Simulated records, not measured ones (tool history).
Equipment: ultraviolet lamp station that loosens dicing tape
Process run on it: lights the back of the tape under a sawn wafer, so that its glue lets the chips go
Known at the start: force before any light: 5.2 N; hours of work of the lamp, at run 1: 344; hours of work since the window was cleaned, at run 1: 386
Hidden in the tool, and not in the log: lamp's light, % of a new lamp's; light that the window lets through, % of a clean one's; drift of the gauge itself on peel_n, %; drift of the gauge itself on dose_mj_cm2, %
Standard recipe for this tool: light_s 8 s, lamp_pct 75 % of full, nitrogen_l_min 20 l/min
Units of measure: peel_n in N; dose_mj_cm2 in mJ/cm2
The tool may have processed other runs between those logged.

| run | hour | light_s | lamp_pct | nitrogen_l_min | hours of work of the lamp | hours of work since the window was cleaned | peel_n | dose_mj_cm2 |
|---|---|---|---|---|---|---|---|---|
| 1 | 0 | 8 | 75 | 20 | 344 | 386 | 0.223 | 452 |
| 2 | 16.8 | 8 | 75 | 20 | 354 | 397 | 0.225 | 449 |
| 3 | 27.3 | 8 | 75 | 20 | 361 | 403 | 0.218 | 446 |
| 4 | 42.2 | 8 | 75 | 20 | 370 | 412 | 0.242 | 446 |
| 5 | 53.2 | 8 | 75 | 33 | 376 | 419 | 0.191 | 444 |
| 6 | 70.6 | 8 | 75 | 20 | 387 | 429 | 0.231 | 441 |
| 7 | 84.8 | 8 | 75 | 9 | 395 | 438 | 0.344 | 435 |
| 8 | 93.5 | 7 | 75 | 20 | 401 | 443 | 0.304 | 387 |
| 9 | 104.8 | 8 | 75 | 20 | 408 | 450 | 0.228 | 439 |
| 10 | 114.4 | 8 | 75 | 20 | 413 | 456 | 0.23 | 435 |
| 11 | 125.4 | 8 | 75 | 20 | 420 | 462 | 0.236 | 440 |
| 12 | 138.9 | 8 | 75 | 20 | 428 | 471 | 0.234 | 435 |
| 13 | 149 | 8 | 75 | 20 | 434 | 477 | 0.231 | 438 |
| 14 | 162.4 | 8 | 75 | 20 | 442 | 485 | 0.25 | 435 |
| 15 | 174.4 | 8 | 75 | 20 | 450 | 492 | 0.246 | 433 |
| 16 | 187.8 | 8 | 65 | 20 | 458 | 500 | 0.325 | 371 |
| 17 | 197.5 | 8 | 65 | 20 | 464 | 506 | 0.317 | 370 |
|  | 199.6 | window cleaned of glue's vapour |
| 18 | 206.9 | 8 | 65 | 20 | 469 | 4 | 0.321 | 369 |
| 19 | 219.3 | 8 | 65 | 20 | 477 | 12 | 0.325 | 374 |
|  | 233.5 | window cleaned of glue's vapour, once more |
| 20 | 236.3 | 8 | 65 | 20 | 487 | 2 | 0.292 | 385 |
| 21 | 246.5 | 8 | 75 | 20 | 493 | 8 | 0.222 | 446 |
| 22 | 258.6 | 8 | 75 | 20 | 500 | 15 | 0.22 | 448 |
| 23 | 269.7 | 10 | 75 | 9 | 507 | 22 | 0.212 | 561 |
| 24 | 286 | 10 | 75 | 9 | 517 | 32 | 0.222 | 556 |
| 25 | 293.3 | 10 | 75 | 9 | 521 | 36 | 0.226 | 551 |
| 26 | 309.3 | 10 | 75 | 9 | 531 | 46 | 0.226 | 554 |
| 27 | 316.7 | 6 | 89 | 7 | 535 | 50 | 0.53 | 389 |
| 28 | 331.8 | 6 | 89 | 7 | 544 | 60 | 0.514 | 393 |
| 29 | 345.1 | 6 | 89 | 7 | 553 | 68 | 0.516 | 390 |
| 30 | 362.3 | 8 | 89 | 29 | 563 | 78 | 0.169 | 521 |
| 31 | 374.6 | 8 | 79 | 26 | 570 | 85 | 0.195 | 460 |
| 32 | 387.2 | 8 | 71 | 26 | 578 | 93 | 0.227 | 408 |
| 33 | 401.2 | 8 | 71 | 20 | 586 | 102 | 0.259 | 411 |
| 34 | 415.5 | 15 | 75 | 14 | 595 | 110 | 0.129 | 814 |
| 35 | 431 | 15 | 75 | 14 | 605 | 120 | 0.132 | 804 |
| 36 | 438.1 | 15 | 75 | 14 | 609 | 124 | 0.142 | 803 |
| 37 | 449.5 | 10 | 73 | 6 | 616 | 131 | 0.311 | 523 |
| 38 | 462.4 | 10 | 73 | 23 | 624 | 139 | 0.178 | 522 |
| 39 | 478.8 | 14 | 73 | 19 | 633 | 149 | 0.139 | 727 |
| 40 | 489.2 | 8 | 75 | 8 | 640 | 155 | 0.39 | 422 |
| 41 | 502 | 8 | 75 | 14 | 647 | 163 | 0.289 | 427 |
| 42 | 509.2 | 11 | 64 | 14 | 652 | 167 | 0.227 | 493 |
| 43 | 522 | 11 | 64 | 14 | 660 | 175 | 0.232 | 494 |

Some steps in peel_n between neighbouring runs. How much of each would the tool show without its hidden state too (settings, what came in, random variation), and how much is left for the hidden state, with any gauge scatter that isn't in both results?
Run 26 -> 27: light_s 10 -> 6, lamp_pct 75 -> 89, nitrogen_l_min 9 -> 7. peel_n +0.304 N: hidden state +0.084, all else +0.22.
Run 29 -> 30: light_s 6 -> 8, nitrogen_l_min 7 -> 29. peel_n -0.347 N: hidden state -0.112, all else -0.235.
Run 39 -> 40: light_s 14 -> 8, lamp_pct 73 -> 75, nitrogen_l_min 19 -> 8. peel_n +0.251 N: hidden state +0.111, all else +0.14.
